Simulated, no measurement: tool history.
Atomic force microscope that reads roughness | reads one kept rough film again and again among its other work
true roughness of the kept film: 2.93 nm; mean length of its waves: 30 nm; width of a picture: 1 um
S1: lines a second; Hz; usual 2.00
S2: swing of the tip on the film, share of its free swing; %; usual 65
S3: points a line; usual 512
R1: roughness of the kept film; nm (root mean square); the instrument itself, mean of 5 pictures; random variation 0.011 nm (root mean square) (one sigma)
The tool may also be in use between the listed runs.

run   hour    S1  S2   S3     R1
  1    0.0  2.00  65  512  2.447
  2   10.5  2.00  65  258  2.394
  3   24.9  2.00  65  258  2.350
  4   37.2  2.00  65  258  2.325
  5   54.3  2.00  81  512  2.209
  6   70.6  2.00  81  512  2.162
  7   80.6  3.61  65  512  2.200
  8   98.3  2.00  65  512  2.201
  9  115.8  2.00  65  512  2.146
     133.3  -- new tip fitted
 10  135.8  1.06  65  512  2.518
 11  149.2  1.06  65  512  2.499
 12  166.1  2.00  65  806  2.404
 13  177.2  2.00  65  806  2.395
 14  185.2  2.00  65  806  2.363
 15  195.6  2.00  65  806  2.309
 16  207.5  2.00  65  806  2.294
 17  219.2  2.00  65  806  2.259
 18  232.7  2.00  65  806  2.225
 19  240.9  2.00  65  678  2.211
 20  250.2  2.00  65  678  2.174

Forecast run 21:
 21  261.5  2.00  62  466   ?

{"run 21": {"R1": 2.167}}
Without the tool's hidden state the same run would have given R1 2.524 nm (root mean square).

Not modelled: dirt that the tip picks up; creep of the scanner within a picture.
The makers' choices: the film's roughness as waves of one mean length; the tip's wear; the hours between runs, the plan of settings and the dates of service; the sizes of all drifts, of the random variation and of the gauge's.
